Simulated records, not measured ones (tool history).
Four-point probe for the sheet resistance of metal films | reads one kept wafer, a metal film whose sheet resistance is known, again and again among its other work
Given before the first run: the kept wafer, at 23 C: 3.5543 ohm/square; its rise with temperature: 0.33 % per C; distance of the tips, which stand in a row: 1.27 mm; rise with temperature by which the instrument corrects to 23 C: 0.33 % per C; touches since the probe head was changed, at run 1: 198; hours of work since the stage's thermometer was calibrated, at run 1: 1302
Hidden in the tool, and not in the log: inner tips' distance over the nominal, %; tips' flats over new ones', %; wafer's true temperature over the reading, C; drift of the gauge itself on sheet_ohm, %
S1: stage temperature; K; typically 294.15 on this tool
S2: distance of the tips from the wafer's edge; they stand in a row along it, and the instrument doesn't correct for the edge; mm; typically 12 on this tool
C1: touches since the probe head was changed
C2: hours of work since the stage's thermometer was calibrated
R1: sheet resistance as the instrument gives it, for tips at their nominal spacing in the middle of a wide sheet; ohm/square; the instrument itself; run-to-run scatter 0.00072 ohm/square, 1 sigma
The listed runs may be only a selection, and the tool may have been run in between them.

run     day      S1  S2     C1    C2        R1
  1   0.000  294.15  12    198  1302  3.563915
  2   0.975  294.15  12    675  1315  3.563597
  3   2.204  294.15  12   1274  1331  3.564823
  4   4.583  294.15  12   2438  1362  3.563808
  5   5.558  294.15  12   2915  1375  3.563255
  6   7.792  294.15  12   4008  1404  3.562255
  7   8.879  294.15  12   4540  1418  3.564526
  8  11.154  294.15  12   5651  1448  3.563634
  9  13.221  294.15   4   6662  1475  3.723642
 10  15.408  294.15  12   7732  1503  3.561682
 11  17.792  294.15  12   8897  1534  3.561434
 12  18.917  294.15  12   9448  1549  3.560938
 13  20.667  294.15  12  10302  1571  3.562500
     20.912  -- stage's thermometer calibrated
 14  22.396  294.15  12  11138    19  3.562934
 15  24.254  294.15  12  12046    44  3.562823
 16  25.967  294.15  12  12884    66  3.561688
     26.967  -- stage's thermometer calibrated, once more
 17  27.096  294.15   5  13426     2  3.655993
 18  28.704  294.15  12  14212    23  3.557350
 19  30.500  294.15  12  15090    46  3.558622
 20  32.704  304.15  12  16166    75  3.558393
 21  34.825  304.15  12  17204   102  3.558331
 22  36.312  304.15  12  17931   122  3.557185
 23  37.579  304.15  33  18552   138  3.538927
 24  38.754  304.15  33  19126   154  3.539144
 25  40.371  304.15  33  19915   175  3.536712
 26  42.346  293.15  12  20882   200  3.556616
 27  44.600  294.15   7  21983   230  3.596625
 28  45.642  294.15  14  22494   243  3.550709
 29  46.629  295.15  13  22975   256  3.552099
 30  48.446  295.15  13  23864   280  3.553552
 31  50.650  295.15  13  24941   308  3.551447
 32  52.788  295.15  13  25988   336  3.551394
 33  54.283  307.15   5  26718   356  3.651740
 34  55.762  305.15   8  27442   375  3.581156
 35  56.908  300.15  33  28002   390  3.535460
 36  58.867  300.15  20  28960   415  3.539506
 37  60.317  300.15  20  29669   434  3.540514
 38  61.417  300.15  20  30206   449  3.539249
 39  62.496  295.15  10  30734   463  3.561442
 40  64.196  308.15   4  31565   485  3.713280
 41  65.321  295.15  74  32114   499  3.531149
 42  67.162  295.15  74  33015   523  3.531473

For some of the steps in R1 from one run to the next: how much would appear even if the tool had no hidden state, given the settings, what came in and random variation, and how much remains for the hidden state plus any gauge scatter that the measured result and the result without hidden state don't share?
Run 8 -> 9: S2 12 -> 4. R1 +0.160008 ohm/square: hidden state -0.000848, all else +0.160856.
Run 9 -> 10: S2 4 -> 12. R1 -0.161960 ohm/square: hidden state +0.000157, all else -0.162117.
Run 13 -> 14: stage's thermometer calibrated. R1 +0.000434 ohm/square: hidden state +0.001154, all else -0.000720.
Run 16 -> 17: S2 12 -> 5, stage's thermometer calibrated, once more. R1 +0.094305 ohm/square: hidden state -0.003766, all else +0.098071.
Run 39 -> 40: S1 295.15 -> 308.15, S2 10 -> 4. R1 +0.151838 ohm/square: hidden state -0.001216, all else +0.153054.
Run 40 -> 41: S1 308.15 -> 295.15, S2 4 -> 74. R1 -0.182131 ohm/square: hidden state +0.000942, all else -0.183073.
